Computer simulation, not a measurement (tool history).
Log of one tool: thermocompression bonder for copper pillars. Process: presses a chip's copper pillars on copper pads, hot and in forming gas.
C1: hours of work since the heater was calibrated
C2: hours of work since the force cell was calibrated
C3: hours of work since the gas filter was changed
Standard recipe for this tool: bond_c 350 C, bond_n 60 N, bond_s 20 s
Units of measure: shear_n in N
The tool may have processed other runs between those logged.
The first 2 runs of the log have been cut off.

Run 3, hour 37.3: usual settings; C1 510; C2 455; C3 89. Result: shear_n 101.9 N.
Run 4, hour 59.5: usual settings; C1 521; C2 465; C3 100. Result: shear_n 101.3 N.
Run 5, hour 83.6: usual settings but bond_c 348 C; C1 532; C2 477; C3 111. Result: shear_n 99.1 N.
Run 6, hour 105.3: usual settings but bond_c 348 C, bond_n 56 N; C1 543; C2 487; C3 122. Result: shear_n 96.6 N.
Run 7, hour 122.9: usual settings but bond_c 348 C, bond_n 56 N; C1 551; C2 496; C3 130. Result: shear_n 96.1 N.
Run 8, hour 141.1: usual settings but bond_c 344 C, bond_n 56 N; C1 560; C2 505; C3 139. Result: shear_n 92.3 N.
Run 9, hour 160.3: usual settings but bond_c 344 C, bond_n 56 N; C1 569; C2 514; C3 148. Result: shear_n 91.9 N.
Run 10, hour 193.2: usual settings but bond_c 344 C, bond_n 56 N; C1 585; C2 530; C3 164. Result: shear_n 92.6 N.
Run 11, hour 218.2: usual settings but bond_c 344 C, bond_n 56 N; C1 597; C2 542; C3 176. Result: shear_n 91.4 N.
Run 12, hour 249.2: usual settings; C1 612; C2 557; C3 191. Result: shear_n 101.4 N.
Run 13, hour 289.4: usual settings; C1 631; C2 576; C3 210. Result: shear_n 101.6 N.
Run 14, hour 312.3: usual settings; C1 642; C2 587; C3 221. Result: shear_n 101.9 N.
Run 15, hour 333.2: usual settings; C1 652; C2 597; C3 232. Result: shear_n 102.4 N.
Run 16, hour 356.6: usual settings; C1 664; C2 608; C3 243. Result: shear_n 102.0 N.
Run 17, hour 388.2: usual settings but bond_c 347 C; C1 679; C2 624; C3 258. Result: shear_n 99.2 N.
Run 18, hour 428.5: usual settings but bond_c 328 C, bond_n 85 N; C1 698; C2 643; C3 277. Result: shear_n 105.2 N.
Run 19, hour 468.5: usual settings but bond_c 357 C, bond_n 85 N; C1 717; C2 662; C3 297. Result: shear_n 126.6 N.
Run 20, hour 503.7: usual settings but bond_n 50 N, bond_s 35 s; C1 734; C2 679; C3 314. Result: shear_n 107.8 N.
Run 21, hour 531.2: usual settings but bond_n 77 N, bond_s 21 s; C1 748; C2 692; C3 327. Result: shear_n 116.8 N.

What will run 22 give?
Run 22, hour 564.2: usual settings but bond_n 77 N, bond_s 21 s; C1 764; C2 708; C3 343. Result: shear_n ?.

shear_n: 115.1 N
The same run, on a tool lacking any hidden state, would have yielded shear_n 115.2 N.

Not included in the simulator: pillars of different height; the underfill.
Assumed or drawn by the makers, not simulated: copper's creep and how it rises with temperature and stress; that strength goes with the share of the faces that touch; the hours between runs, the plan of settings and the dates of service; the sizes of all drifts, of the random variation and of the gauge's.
